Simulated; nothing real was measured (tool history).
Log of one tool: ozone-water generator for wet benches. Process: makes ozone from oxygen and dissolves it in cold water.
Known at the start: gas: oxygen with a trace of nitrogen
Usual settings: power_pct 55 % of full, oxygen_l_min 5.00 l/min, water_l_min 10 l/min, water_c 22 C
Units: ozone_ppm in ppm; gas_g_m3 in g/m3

run 1 day=0.000 | power_pct=55 oxygen_l_min=5.00 water_l_min=10 water_c=22 | ozone_ppm=17.2 gas_g_m3=124.1
run 2 day=2.712 | power_pct=55 oxygen_l_min=5.00 water_l_min=10 water_c=22 | ozone_ppm=17.1 gas_g_m3=123.8
run 3 day=5.867 | power_pct=55 oxygen_l_min=5.00 water_l_min=10 water_c=22 | ozone_ppm=17.2 gas_g_m3=124.7
run 4 day=10.350 | power_pct=55 oxygen_l_min=5.00 water_l_min=11 water_c=22 | ozone_ppm=16.5 gas_g_m3=122.8
run 5 day=13.883 | power_pct=55 oxygen_l_min=2.62 water_l_min=10 water_c=22 | ozone_ppm=19.5 gas_g_m3=186.0
run 6 day=16.288 | power_pct=55 oxygen_l_min=2.62 water_l_min=10 water_c=22 | ozone_ppm=19.3 gas_g_m3=185.5
run 7 day=20.579 | power_pct=55 oxygen_l_min=2.62 water_l_min=10 water_c=22 | ozone_ppm=19.6 gas_g_m3=184.7
run 8 day=25.154 | power_pct=55 oxygen_l_min=2.62 water_l_min=10 water_c=22 | ozone_ppm=19.4 gas_g_m3=186.3
run 9 day=29.229 | power_pct=55 oxygen_l_min=5.00 water_l_min=15 water_c=22 | ozone_ppm=13.4 gas_g_m3=121.9
run 10 day=31.775 | power_pct=55 oxygen_l_min=5.00 water_l_min=10 water_c=20 | ozone_ppm=17.7 gas_g_m3=120.9
run 11 day=37.012 | power_pct=55 oxygen_l_min=5.00 water_l_min=15 water_c=20 | ozone_ppm=13.8 gas_g_m3=120.4
run 12 day=40.262 | power_pct=55 oxygen_l_min=5.00 water_l_min=15 water_c=20 | ozone_ppm=13.8 gas_g_m3=121.2
run 13 day=44.871 | power_pct=55 oxygen_l_min=5.00 water_l_min=15 water_c=20 | ozone_ppm=13.7 gas_g_m3=120.9
run 14 day=50.083 | power_pct=55 oxygen_l_min=5.00 water_l_min=15 water_c=20 | ozone_ppm=13.6 gas_g_m3=118.8
run 15 day=53.279 | power_pct=55 oxygen_l_min=5.00 water_l_min=15 water_c=20 | ozone_ppm=13.8 gas_g_m3=119.8
run 16 day=57.017 | power_pct=55 oxygen_l_min=5.00 water_l_min=15 water_c=20 | ozone_ppm=13.5 gas_g_m3=118.6
-- day=57.662 contactor cleaned
run 17 day=62.267 | power_pct=55 oxygen_l_min=5.00 water_l_min=10 water_c=27 | ozone_ppm=14.6 gas_g_m3=119.8
-- day=63.425 water thermometer calibrated
run 18 day=65.246 | power_pct=52 oxygen_l_min=5.00 water_l_min=14 water_c=22 | ozone_ppm=13.2 gas_g_m3=114.6
run 19 day=70.121 | power_pct=52 oxygen_l_min=5.00 water_l_min=14 water_c=22 | ozone_ppm=13.0 gas_g_m3=115.1
run 20 day=72.246 | power_pct=50 oxygen_l_min=5.15 water_l_min=14 water_c=22 | ozone_ppm=12.7 gas_g_m3=110.5
run 21 day=76.012 | power_pct=50 oxygen_l_min=5.15 water_l_min=9 water_c=14 | ozone_ppm=18.9 gas_g_m3=109.1
run 22 day=78.946 | power_pct=48 oxygen_l_min=5.00 water_l_min=10 water_c=22 | ozone_ppm=14.7 gas_g_m3=107.5
run 23 day=82.546 | power_pct=55 oxygen_l_min=3.02 water_l_min=14 water_c=25 | ozone_ppm=13.7 gas_g_m3=162.6
run 24 day=84.717 | power_pct=58 oxygen_l_min=5.00 water_l_min=10 water_c=22 | ozone_ppm=16.8 gas_g_m3=122.3
-- day=87.546 contactor cleaned, once more
run 25 day=89.992 | power_pct=71 oxygen_l_min=5.00 water_l_min=10 water_c=22 | ozone_ppm=19.4 gas_g_m3=138.8
run 26 day=93.417 | power_pct=71 oxygen_l_min=5.00 water_l_min=10 water_c=22 | ozone_ppm=19.1 gas_g_m3=135.9
run 27 day=98.417 | power_pct=42 oxygen_l_min=6.98 water_l_min=11 water_c=17 | ozone_ppm=13.2 gas_g_m3=79.3
run 28 day=102.392 | power_pct=42 oxygen_l_min=6.98 water_l_min=11 water_c=17 | ozone_ppm=13.2 gas_g_m3=79.1
run 29 day=106.900 | power_pct=55 oxygen_l_min=3.96 water_l_min=6 water_c=14 | ozone_ppm=26.4 gas_g_m3=133.9
run 30 day=112.142 | power_pct=55 oxygen_l_min=3.96 water_l_min=6 water_c=14 | ozone_ppm=25.9 gas_g_m3=135.1
run 31 day=114.838 | power_pct=55 oxygen_l_min=2.72 water_l_min=9 water_c=22 | ozone_ppm=19.7 gas_g_m3=173.3
run 32 day=117.383 | power_pct=72 oxygen_l_min=3.05 water_l_min=10 water_c=17 | ozone_ppm=23.3 gas_g_m3=186.4
run 33 day=121.883 | power_pct=45 oxygen_l_min=5.00 water_l_min=12 water_c=29 | ozone_ppm=11.2 gas_g_m3=101.9
run 34 day=126.171 | power_pct=55 oxygen_l_min=3.85 water_l_min=10 water_c=22 | ozone_ppm=17.1 gas_g_m3=135.3

The same runs without the tool's hidden state, with the same run-to-run variation:
The hidden state here: yield of the discharge, % of new electrodes'; contactor's efficiency, % of a clean one's; true water temperature over the reading, C; drift of the gauge itself on ozone_ppm, %; drift of the gauge itself on gas_g_m3, %.
run=1 ozone_ppm=18.1 gas_g_m3=129.1
run=2 ozone_ppm=18.1 gas_g_m3=129.0
run=3 ozone_ppm=18.2 gas_g_m3=130.1
run=4 ozone_ppm=17.5 gas_g_m3=128.6
run=5 ozone_ppm=20.8 gas_g_m3=195.1
run=6 ozone_ppm=20.6 gas_g_m3=194.9
run=7 ozone_ppm=20.9 gas_g_m3=194.5
run=8 ozone_ppm=20.8 gas_g_m3=196.6
run=9 ozone_ppm=14.5 gas_g_m3=129.0
run=10 ozone_ppm=19.1 gas_g_m3=128.0
run=11 ozone_ppm=15.0 gas_g_m3=127.9
run=12 ozone_ppm=15.1 gas_g_m3=129.0
run=13 ozone_ppm=15.0 gas_g_m3=129.1
run=14 ozone_ppm=14.9 gas_g_m3=127.3
run=15 ozone_ppm=15.2 gas_g_m3=128.5
run=16 ozone_ppm=14.9 gas_g_m3=127.6
run=17 ozone_ppm=16.3 gas_g_m3=129.3
run=18 ozone_ppm=14.6 gas_g_m3=123.4
run=19 ozone_ppm=14.5 gas_g_m3=124.3
run=20 ozone_ppm=14.2 gas_g_m3=119.1
run=21 ozone_ppm=21.0 gas_g_m3=118.0
run=22 ozone_ppm=16.4 gas_g_m3=116.1
run=23 ozone_ppm=15.5 gas_g_m3=177.5
run=24 ozone_ppm=19.0 gas_g_m3=134.1
run=25 ozone_ppm=21.8 gas_g_m3=155.1
run=26 ozone_ppm=21.6 gas_g_m3=152.4
run=27 ozone_ppm=14.4 gas_g_m3=85.6
run=28 ozone_ppm=14.5 gas_g_m3=85.6
run=29 ozone_ppm=29.6 gas_g_m3=148.4
run=30 ozone_ppm=29.2 gas_g_m3=150.2
run=31 ozone_ppm=22.2 gas_g_m3=193.0
run=32 ozone_ppm=27.0 gas_g_m3=213.0
run=33 ozone_ppm=12.5 gas_g_m3=112.0
run=34 ozone_ppm=19.5 gas_g_m3=151.9
